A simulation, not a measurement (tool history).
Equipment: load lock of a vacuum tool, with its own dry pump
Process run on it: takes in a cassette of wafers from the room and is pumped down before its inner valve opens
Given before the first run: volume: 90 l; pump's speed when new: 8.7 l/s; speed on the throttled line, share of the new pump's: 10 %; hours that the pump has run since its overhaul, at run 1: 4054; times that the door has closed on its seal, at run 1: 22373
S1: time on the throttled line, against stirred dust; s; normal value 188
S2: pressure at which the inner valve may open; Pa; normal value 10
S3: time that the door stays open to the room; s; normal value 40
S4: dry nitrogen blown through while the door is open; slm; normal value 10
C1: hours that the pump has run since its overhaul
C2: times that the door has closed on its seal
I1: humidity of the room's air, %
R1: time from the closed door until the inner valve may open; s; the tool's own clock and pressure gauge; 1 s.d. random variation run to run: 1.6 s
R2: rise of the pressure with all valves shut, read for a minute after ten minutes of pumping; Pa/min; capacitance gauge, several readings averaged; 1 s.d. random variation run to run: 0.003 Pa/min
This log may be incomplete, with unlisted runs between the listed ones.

Run 1, hour 0: usual settings; C1 4054; C2 22373; I1 47. Result: R1 269.6 s, R2 0.104 Pa/min.
Run 2, hour 308.8: usual settings but S2 16 Pa; C1 4363; C2 22817; I1 44.5. Result: R1 264.7 s, R2 0.11 Pa/min.
Run 3, hour 667.3: usual settings; C1 4721; C2 23332; I1 47. Result: R1 270.5 s, R2 0.115 Pa/min.
Run 4, hour 945.5: usual settings but S1 230 s; C1 5000; C2 23732; I1 42.9. Result: R1 310.3 s, R2 0.117 Pa/min.
Run 5, hour 1293.6: usual settings but S1 230 s; C1 5348; C2 24233; I1 44.6. Result: R1 307.6 s, R2 0.122 Pa/min.
Run 6, hour 1661: usual settings but S1 230 s; C1 5715; C2 24761; I1 45.9. Result: R1 311.7 s, R2 0.117 Pa/min.
Run 7, hour 2105.1: usual settings but S1 230 s; C1 6159; C2 25399; I1 45.8. Result: R1 307.5 s, R2 0.127 Pa/min.
Run 8, hour 2328.1: usual settings but S1 230 s; C1 6382; C2 25720; I1 45.2. Result: R1 313.7 s, R2 0.128 Pa/min.
Run 9, hour 2670.4: usual settings but S1 230 s; C1 6725; C2 26212; I1 45.6. Result: R1 309.2 s, R2 0.128 Pa/min.
Run 10, hour 3077.7: usual settings but S1 230 s; C1 7132; C2 26797; I1 45.7. Result: R1 313.6 s, R2 0.134 Pa/min.
Run 11, hour 3455.4: usual settings but S1 230 s, S3 25 s; C1 7509; C2 27340; I1 47. Result: R1 312.6 s, R2 0.122 Pa/min.
Run 12, hour 3918.4: usual settings but S1 230 s, S3 25 s; C1 7972; C2 28005; I1 42.6. Result: R1 311.1 s, R2 0.134 Pa/min.
Run 13, hour 4164.4: usual settings; C1 8219; C2 28359; I1 44.4. Result: R1 275.7 s, R2 0.141 Pa/min.
Run 14, hour 4543.7: usual settings; C1 8598; C2 28904; I1 47.9. Result: R1 275.2 s, R2 0.154 Pa/min.
Run 15, hour 5006: usual settings; C1 9060; C2 29569; I1 46.9. Result: R1 277.3 s, R2 0.15 Pa/min.
Run 16, hour 5299.7: usual settings; C1 9354; C2 29991; I1 41.3. Result: R1 276.5 s, R2 0.151 Pa/min.
Run 17, hour 5778.7: usual settings; C1 9833; C2 30679; I1 44.6. Result: R1 275.9 s, R2 0.16 Pa/min.
Run 18, hour 6040.7: usual settings; C1 10095; C2 31056; I1 47. Result: R1 274.6 s, R2 0.161 Pa/min.
At hour 6451.7: dry pump taken out, an overhauled one fitted.
Run 19, hour 6504: usual settings; C1 52; C2 31713; I1 44.4. Result: R1 269.5 s, R2 0.165 Pa/min.
Run 20, hour 6976.3: usual settings but S1 123 s, S2 15 Pa, S4 22 slm; C1 525; C2 32392; I1 46.7. Result: R1 204.8 s, R2 0.166 Pa/min.
Run 21, hour 7462.6: usual settings but S1 285 s, S2 12 Pa; C1 1011; C2 33091; I1 42.3. Result: R1 355.2 s, R2 0.174 Pa/min.
Run 22, hour 7684.2: usual settings but S1 170 s, S2 9 Pa, S3 53 s, S4 38 slm; C1 1232; C2 33410; I1 44.3. Result: R1 254.3 s, R2 0.173 Pa/min.
Run 23, hour 7939.4: usual settings but S1 170 s, S2 9 Pa, S3 53 s, S4 38 slm; C1 1488; C2 33777; I1 43.7. Result: R1 253.7 s, R2 0.173 Pa/min.
Run 24, hour 8295.8: usual settings but S1 130 s, S2 9 Pa, S3 53 s, S4 38 slm; C1 1844; C2 34289; I1 44.9. Result: R1 220.3 s, R2 0.176 Pa/min.
Run 25, hour 8612.4: usual settings but S3 36 s, S4 5 slm; C1 2161; C2 34744; I1 42.4. Result: R1 267.8 s, R2 0.184 Pa/min.
Run 26, hour 9011.9: usual settings but S2 9 Pa, S3 28 s, S4 5 slm; C1 2560; C2 35318; I1 43. Result: R1 269.5 s, R2 0.19 Pa/min.
Run 27, hour 9359.2: usual settings but S1 150 s, S2 14 Pa, S3 50 s, S4 37 slm; C1 2908; C2 35817; I1 42.1. Result: R1 233.4 s, R2 0.181 Pa/min.
Run 28, hour 9634: usual settings but S3 47 s; C1 3182; C2 36212; I1 46.6. Result: R1 271.1 s, R2 0.197 Pa/min.
Run 29, hour 9862.3: usual settings but S2 12 Pa, S3 66 s, S4 12 slm; C1 3411; C2 36541; I1 46.5. Result: R1 266.4 s, R2 0.202 Pa/min.
Run 30, hour 10115.1: usual settings but S2 12 Pa, S3 66 s, S4 12 slm; C1 3663; C2 36904; I1 45.4. Result: R1 268.8 s, R2 0.202 Pa/min.
Run 31, hour 10436.5: usual settings but S2 11 Pa, S4 33 slm; C1 3985; C2 37366; I1 45.9. Result: R1 272 s, R2 0.2 Pa/min.
Run 32, hour 10692.8: usual settings but S1 100 s, S2 11 Pa, S4 33 slm; C1 4241; C2 37734; I1 43.5. Result: R1 190.7 s, R2 0.197 Pa/min.
Run 33, hour 11078.1: usual settings but S1 354 s, S2 11 Pa, S3 34 s, S4 28 slm; C1 4626; C2 38288; I1 44.6. Result: R1 424.6 s, R2 0.207 Pa/min.
Run 34, hour 11509.5: usual settings but S1 354 s, S2 11 Pa, S3 34 s, S4 28 slm; C1 5058; C2 38908; I1 46.6. Result: R1 422.2 s, R2 0.207 Pa/min.
Run 35, hour 11815.4: usual settings but S1 370 s, S2 9 Pa, S3 156 s, S4 7 slm; C1 5364; C2 39348; I1 47.2. Result: R1 436.6 s, R2 0.244 Pa/min.
Run 36, hour 12170.3: usual settings but S1 130 s, S2 9 Pa, S3 54 s, S4 7 slm; C1 5719; C2 39858; I1 45.3. Result: R1 220.1 s, R2 0.23 Pa/min.
Run 37, hour 12384: usual settings but S1 104 s; C1 5932; C2 40165; I1 43.2. Result: R1 198.2 s, R2 0.22 Pa/min.

Results for each run, recomputed without the tool's hidden state and with each run's random variation untouched:
Hidden state present: pump's speed, % of a new pump's; leak at the door's seal, Pa l/s; drift of the gauge itself on ready_s, %; drift of the gauge itself on rise_pa_min, %.
run     R1     R2
  1  265.6  0.014
  2  260.6  0.017
  3  265.8  0.021
  4  305.4   0.02
  5  302.3  0.023
  6    306  0.014
  7  301.3  0.019
  8  307.1   0.02
  9  302.3  0.018
 10  306.2  0.018
 11  304.7  0.006
 12  302.6  0.012
 13  266.5  0.016
 14  265.4  0.025
 15  266.6   0.02
 16  265.5  0.015
 17  264.3  0.019
 18  262.7  0.021
 19  268.7  0.019
 20  203.5  0.018
 21  353.6  0.019
 22  252.1  0.017
 23  251.3  0.014
 24  217.1  0.014
 25  264.7  0.018
 26  265.9   0.02
 27  229.4   0.01
 28  266.8  0.021
 29  261.7  0.023
 30  263.8   0.02
 31  266.7  0.014
 32  184.5  0.014
 33  419.5  0.011
 34  416.8  0.013
 35    431  0.042
 36  211.8  0.027
 37  189.6  0.016
